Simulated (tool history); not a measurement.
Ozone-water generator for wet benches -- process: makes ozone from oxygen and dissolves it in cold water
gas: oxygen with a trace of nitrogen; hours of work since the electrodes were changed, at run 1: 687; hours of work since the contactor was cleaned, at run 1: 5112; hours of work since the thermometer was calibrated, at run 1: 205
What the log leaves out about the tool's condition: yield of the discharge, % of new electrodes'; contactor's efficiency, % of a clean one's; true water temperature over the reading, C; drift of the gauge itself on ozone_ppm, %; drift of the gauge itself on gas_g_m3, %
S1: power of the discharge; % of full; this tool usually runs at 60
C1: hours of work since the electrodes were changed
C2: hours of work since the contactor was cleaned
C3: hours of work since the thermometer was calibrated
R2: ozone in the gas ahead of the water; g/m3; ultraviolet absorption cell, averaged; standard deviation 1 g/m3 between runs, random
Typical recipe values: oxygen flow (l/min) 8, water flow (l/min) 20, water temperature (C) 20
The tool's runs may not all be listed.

run 1 day=0 | S1=60 oxygen_flow_(l/min)=8 water_flow_(l/min)=20 water_temperature_(C)=20 | C1=687 C2=5112 C3=205 | dissolved_ozone_(ppm)=19.4 R2=175.7
run 2 day=2.008 | S1=60 oxygen_flow_(l/min)=8 water_flow_(l/min)=20 water_temperature_(C)=20 | C1=727 C2=5151 C3=245 | dissolved_ozone_(ppm)=19.2 R2=178.2
run 3 day=4.521 | S1=60 oxygen_flow_(l/min)=8 water_flow_(l/min)=20 water_temperature_(C)=20 | C1=776 C2=5201 C3=294 | dissolved_ozone_(ppm)=19.1 R2=176.6
run 4 day=6.908 | S1=60 oxygen_flow_(l/min)=8 water_flow_(l/min)=20 water_temperature_(C)=20 | C1=823 C2=5248 C3=341 | dissolved_ozone_(ppm)=19.3 R2=177.1
run 5 day=8.342 | S1=60 oxygen_flow_(l/min)=8 water_flow_(l/min)=20 water_temperature_(C)=20 | C1=851 C2=5276 C3=369 | dissolved_ozone_(ppm)=19.5 R2=177.6
run 6 day=11.171 | S1=60 oxygen_flow_(l/min)=8 water_flow_(l/min)=20 water_temperature_(C)=20 | C1=907 C2=5331 C3=425 | dissolved_ozone_(ppm)=19.1 R2=175.8
run 7 day=13.717 | S1=60 oxygen_flow_(l/min)=8 water_flow_(l/min)=21 water_temperature_(C)=20 | C1=957 C2=5381 C3=475 | dissolved_ozone_(ppm)=18.5 R2=175.3
run 8 day=16.283 | S1=60 oxygen_flow_(l/min)=8 water_flow_(l/min)=21 water_temperature_(C)=20 | C1=1007 C2=5432 C3=525 | dissolved_ozone_(ppm)=18.4 R2=174.3
run 9 day=19.175 | S1=82 oxygen_flow_(l/min)=8 water_flow_(l/min)=20 water_temperature_(C)=20 | C1=1064 C2=5489 C3=582 | dissolved_ozone_(ppm)=22.8 R2=210.8
run 10 day=21.2 | S1=60 oxygen_flow_(l/min)=8 water_flow_(l/min)=20 water_temperature_(C)=20 | C1=1104 C2=5529 C3=622 | dissolved_ozone_(ppm)=18.9 R2=174.7
run 11 day=23.054 | S1=60 oxygen_flow_(l/min)=8 water_flow_(l/min)=20 water_temperature_(C)=20 | C1=1141 C2=5565 C3=659 | dissolved_ozone_(ppm)=18.9 R2=175.6
run 12 day=25.629 | S1=60 oxygen_flow_(l/min)=8 water_flow_(l/min)=20 water_temperature_(C)=20 | C1=1191 C2=5616 C3=709 | dissolved_ozone_(ppm)=18.6 R2=174.2
run 13 day=27.562 | S1=60 oxygen_flow_(l/min)=8 water_flow_(l/min)=28 water_temperature_(C)=20 | C1=1229 C2=5654 C3=747 | dissolved_ozone_(ppm)=14.3 R2=173.3
run 14 day=30.467 | S1=60 oxygen_flow_(l/min)=8 water_flow_(l/min)=28 water_temperature_(C)=20 | C1=1286 C2=5711 C3=804 | dissolved_ozone_(ppm)=14.4 R2=174.1
run 15 day=32.675 | S1=60 oxygen_flow_(l/min)=8 water_flow_(l/min)=28 water_temperature_(C)=15 | C1=1330 C2=5754 C3=848 | dissolved_ozone_(ppm)=15.3 R2=175.3
run 16 day=34.521 | S1=60 oxygen_flow_(l/min)=4.67 water_flow_(l/min)=20 water_temperature_(C)=20 | C1=1366 C2=5791 C3=884 | dissolved_ozone_(ppm)=21 R2=251.6
-- day=35.983 contactor cleaned
run 17 day=36.9 | S1=60 oxygen_flow_(l/min)=4.67 water_flow_(l/min)=20 water_temperature_(C)=20 | C1=1410 C2=18 C3=928 | dissolved_ozone_(ppm)=22.8 R2=248.5
run 18 day=38.95 | S1=56 oxygen_flow_(l/min)=8 water_flow_(l/min)=30 water_temperature_(C)=14 | C1=1450 C2=58 C3=968 | dissolved_ozone_(ppm)=15.6 R2=167.1
run 19 day=41.325 | S1=56 oxygen_flow_(l/min)=5.6 water_flow_(l/min)=30 water_temperature_(C)=27 | C1=1496 C2=105 C3=1015 | dissolved_ozone_(ppm)=13.5 R2=212.3
run 20 day=43.421 | S1=56 oxygen_flow_(l/min)=10.94 water_flow_(l/min)=22 water_temperature_(C)=27 | C1=1538 C2=146 C3=1056 | dissolved_ozone_(ppm)=14.3 R2=132.1
run 21 day=46.171 | S1=56 oxygen_flow_(l/min)=10.94 water_flow_(l/min)=22 water_temperature_(C)=27 | C1=1592 C2=200 C3=1110 | dissolved_ozone_(ppm)=14.5 R2=132.9
run 22 day=48.071 | S1=56 oxygen_flow_(l/min)=10.94 water_flow_(l/min)=22 water_temperature_(C)=27 | C1=1629 C2=238 C3=1147 | dissolved_ozone_(ppm)=14.5 R2=134.5
run 23 day=49.296 | S1=56 oxygen_flow_(l/min)=10.94 water_flow_(l/min)=22 water_temperature_(C)=17 | C1=1653 C2=262 C3=1171 | dissolved_ozone_(ppm)=17.6 R2=132.2
run 24 day=52 | S1=56 oxygen_flow_(l/min)=10.94 water_flow_(l/min)=22 water_temperature_(C)=17 | C1=1706 C2=315 C3=1224 | dissolved_ozone_(ppm)=17.5 R2=133.7
run 25 day=54.825 | S1=56 oxygen_flow_(l/min)=8.97 water_flow_(l/min)=15 water_temperature_(C)=16 | C1=1762 C2=370 C3=1280 | dissolved_ozone_(ppm)=24.7 R2=151.4
run 26 day=56.183 | S1=56 oxygen_flow_(l/min)=8.97 water_flow_(l/min)=15 water_temperature_(C)=16 | C1=1789 C2=397 C3=1307 | dissolved_ozone_(ppm)=24.6 R2=152.5
run 27 day=58.721 | S1=60 oxygen_flow_(l/min)=4.2 water_flow_(l/min)=20 water_temperature_(C)=22 | C1=1839 C2=447 C3=1357 | dissolved_ozone_(ppm)=22.2 R2=265.4
run 28 day=60.788 | S1=60 oxygen_flow_(l/min)=4.2 water_flow_(l/min)=20 water_temperature_(C)=22 | C1=1879 C2=488 C3=1397 | dissolved_ozone_(ppm)=22 R2=268.3
run 29 day=62.6 | S1=52 oxygen_flow_(l/min)=8.12 water_flow_(l/min)=24 water_temperature_(C)=17 | C1=1915 C2=523 C3=1433 | dissolved_ozone_(ppm)=16.8 R2=155.8
run 30 day=64.717 | S1=51 oxygen_flow_(l/min)=8 water_flow_(l/min)=31 water_temperature_(C)=20 | C1=1956 C2=565 C3=1474 | dissolved_ozone_(ppm)=12.9 R2=155.6
run 31 day=66.962 | S1=78 oxygen_flow_(l/min)=6.5 water_flow_(l/min)=13 water_temperature_(C)=18 | C1=2001 C2=609 C3=1519 | dissolved_ozone_(ppm)=34 R2=228.8
run 32 day=68.621 | S1=89 oxygen_flow_(l/min)=11 water_flow_(l/min)=13 water_temperature_(C)=25 | C1=2033 C2=642 C3=1551 | dissolved_ozone_(ppm)=25.7 R2=172.9

Forecast each of these 4 alternatives for the next run:
run A day=70.6 | S1=60 oxygen_flow_(l/min)=8.02 water_flow_(l/min)=14 water_temperature_(C)=16 | C1=2072 C2=681 C3=1590 | dissolved_ozone_(ppm)=? R2=?
run B day=70.6 | S1=89 oxygen_flow_(l/min)=4.42 water_flow_(l/min)=13 water_temperature_(C)=24 | C1=2072 C2=681 C3=1590 | dissolved_ozone_(ppm)=? R2=?
run C day=70.6 | S1=89 oxygen_flow_(l/min)=12.4 water_flow_(l/min)=13 water_temperature_(C)=15 | C1=2072 C2=681 C3=1590 | dissolved_ozone_(ppm)=? R2=?
run D day=70.6 | S1=80 oxygen_flow_(l/min)=11 water_flow_(l/min)=26 water_temperature_(C)=17 | C1=2072 C2=681 C3=1590 | dissolved_ozone_(ppm)=? R2=?

run=A dissolved_ozone_(ppm)=27.5 R2=171.9
run=B dissolved_ozone_(ppm)=36.1 R2=321.3
run=C dissolved_ozone_(ppm)=30.7 R2=158.2
run=D dissolved_ozone_(ppm)=18.7 R2=161.2
Without the tool's hidden state the same runs would have given:
run=A dissolved_ozone_(ppm)=29.7 R2=181.9
run=B dissolved_ozone_(ppm)=39.5 R2=344.9
run=C dissolved_ozone_(ppm)=33.7 R2=169.8
run=D dissolved_ozone_(ppm)=20.5 R2=172.4
